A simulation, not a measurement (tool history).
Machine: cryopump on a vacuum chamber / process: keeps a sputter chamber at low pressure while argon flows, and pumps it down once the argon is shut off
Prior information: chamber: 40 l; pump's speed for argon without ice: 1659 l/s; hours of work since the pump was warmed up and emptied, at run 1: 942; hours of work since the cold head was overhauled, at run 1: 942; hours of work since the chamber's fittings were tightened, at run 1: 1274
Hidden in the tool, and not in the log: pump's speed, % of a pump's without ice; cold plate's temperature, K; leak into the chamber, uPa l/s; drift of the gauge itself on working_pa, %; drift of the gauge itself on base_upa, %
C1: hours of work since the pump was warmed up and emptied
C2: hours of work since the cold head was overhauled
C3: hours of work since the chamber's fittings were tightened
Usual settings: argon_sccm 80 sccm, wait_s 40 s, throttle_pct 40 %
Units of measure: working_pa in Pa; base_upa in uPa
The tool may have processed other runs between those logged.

run 1 day=0 | argon_sccm=80 wait_s=40 throttle_pct=40 | C1=942 C2=942 C3=1274 | working_pa=0.2377 base_upa=2.59
run 2 day=1.754 | argon_sccm=80 wait_s=40 throttle_pct=40 | C1=970 C2=970 C3=1303 | working_pa=0.24 base_upa=2.66
-- day=2.738 pump warmed up, emptied and cooled again
run 3 day=3.812 | argon_sccm=80 wait_s=40 throttle_pct=40 | C1=17 C2=1000 C3=1333 | working_pa=0.2059 base_upa=2.09
run 4 day=5.533 | argon_sccm=80 wait_s=90 throttle_pct=40 | C1=45 C2=1028 C3=1360 | working_pa=0.2057 base_upa=1.66
run 5 day=7.038 | argon_sccm=80 wait_s=90 throttle_pct=40 | C1=69 C2=1052 C3=1385 | working_pa=0.2076 base_upa=1.78
run 6 day=8.133 | argon_sccm=80 wait_s=90 throttle_pct=40 | C1=87 C2=1070 C3=1402 | working_pa=0.2062 base_upa=1.76
-- day=9.933 leaking fittings of the chamber tightened, without venting
run 7 day=10.054 | argon_sccm=80 wait_s=90 throttle_pct=53 | C1=117 C2=1100 C3=2 | working_pa=0.1593 base_upa=0.52
run 8 day=11.683 | argon_sccm=80 wait_s=90 throttle_pct=53 | C1=143 C2=1126 C3=28 | working_pa=0.1598 base_upa=0.55
run 9 day=12.488 | argon_sccm=80 wait_s=40 throttle_pct=40 | C1=156 C2=1139 C3=41 | working_pa=0.2106 base_upa=1
run 10 day=13.292 | argon_sccm=62 wait_s=40 throttle_pct=40 | C1=169 C2=1152 C3=54 | working_pa=0.1612 base_upa=0.97
run 11 day=14.408 | argon_sccm=80 wait_s=30 throttle_pct=40 | C1=187 C2=1170 C3=72 | working_pa=0.2109 base_upa=1.19
run 12 day=15.338 | argon_sccm=80 wait_s=30 throttle_pct=40 | C1=202 C2=1185 C3=87 | working_pa=0.2108 base_upa=1.25
run 13 day=16.354 | argon_sccm=45 wait_s=40 throttle_pct=40 | C1=218 C2=1201 C3=104 | working_pa=0.1199 base_upa=1.07
run 14 day=17.983 | argon_sccm=45 wait_s=40 throttle_pct=40 | C1=245 C2=1228 C3=130 | working_pa=0.1195 base_upa=1.05
run 15 day=19.583 | argon_sccm=80 wait_s=40 throttle_pct=40 | C1=271 C2=1254 C3=156 | working_pa=0.2118 base_upa=1.08
run 16 day=20.708 | argon_sccm=80 wait_s=116 throttle_pct=40 | C1=289 C2=1272 C3=174 | working_pa=0.2121 base_upa=0.64
run 17 day=22.55 | argon_sccm=80 wait_s=116 throttle_pct=40 | C1=319 C2=1302 C3=204 | working_pa=0.2144 base_upa=0.68
run 18 day=23.896 | argon_sccm=80 wait_s=207 throttle_pct=20 | C1=340 C2=1323 C3=225 | working_pa=0.4199 base_upa=0.56
run 19 day=25.475 | argon_sccm=147 wait_s=239 throttle_pct=28 | C1=366 C2=1349 C3=251 | working_pa=0.552 base_upa=0.55
run 20 day=27.038 | argon_sccm=80 wait_s=113 throttle_pct=18 | C1=391 C2=1374 C3=276 | working_pa=0.4649 base_upa=0.77
run 21 day=28.021 | argon_sccm=67 wait_s=101 throttle_pct=30 | C1=407 C2=1390 C3=292 | working_pa=0.2375 base_upa=0.81
run 22 day=29.508 | argon_sccm=67 wait_s=101 throttle_pct=30 | C1=431 C2=1414 C3=316 | working_pa=0.2411 base_upa=0.89
run 23 day=31.121 | argon_sccm=101 wait_s=245 throttle_pct=31 | C1=457 C2=1440 C3=342 | working_pa=0.3536 base_upa=0.7
run 24 day=32.208 | argon_sccm=101 wait_s=245 throttle_pct=31 | C1=474 C2=1457 C3=360 | working_pa=0.3517 base_upa=0.72
run 25 day=33.788 | argon_sccm=65 wait_s=161 throttle_pct=22 | C1=500 C2=1483 C3=385 | working_pa=0.3144 base_upa=0.79
run 26 day=35.167 | argon_sccm=48 wait_s=96 throttle_pct=19 | C1=522 C2=1505 C3=407 | working_pa=0.2688 base_upa=0.98
run 27 day=36.612 | argon_sccm=154 wait_s=193 throttle_pct=40 | C1=546 C2=1529 C3=431 | working_pa=0.4293 base_upa=0.78
run 28 day=38.312 | argon_sccm=154 wait_s=193 throttle_pct=31 | C1=573 C2=1556 C3=458 | working_pa=0.543 base_upa=0.86
run 29 day=39.167 | argon_sccm=154 wait_s=193 throttle_pct=31 | C1=587 C2=1570 C3=472 | working_pa=0.5467 base_upa=0.89
run 30 day=40.108 | argon_sccm=154 wait_s=193 throttle_pct=31 | C1=602 C2=1585 C3=487 | working_pa=0.5485 base_upa=0.91
run 31 day=41.571 | argon_sccm=63 wait_s=173 throttle_pct=33 | C1=626 C2=1609 C3=511 | working_pa=0.2104 base_upa=0.94
run 32 day=43.204 | argon_sccm=63 wait_s=173 throttle_pct=33 | C1=652 C2=1635 C3=537 | working_pa=0.2106 base_upa=0.97
run 33 day=44.008 | argon_sccm=63 wait_s=173 throttle_pct=33 | C1=665 C2=1648 C3=550 | working_pa=0.2131 base_upa=1.06

For each entry between runs, how does the tool's hidden state at the last listed run before it compare with that at the first listed run after it?
In the gap between runs 2 and 3: pump warmed up, emptied and cooled again (day 2.738)
  pump's speed, % of a pump's without ice: 69.7 -> 99; cold plate's temperature, K: 12.65 -> 12.67; leak into the chamber, uPa l/s: 2183 -> 2225
  the result without the hidden state subtracted from the measured one, working_pa: +0.0368 -> +0.0019 Pa; base_upa: +1.77 -> +1.19 uPa
In the gap between runs 6 and 7: leaking fittings of the chamber tightened, without venting (day 9.933)
  pump's speed, % of a pump's without ice: 96.9 -> 95.9; cold plate's temperature, K: 12.71 -> 12.72; leak into the chamber, uPa l/s: 2321 -> 318
  the result without the hidden state subtracted from the measured one, working_pa: +0.0038 -> +0.0047 Pa; base_upa: +1.27 -> +0.02 uPa
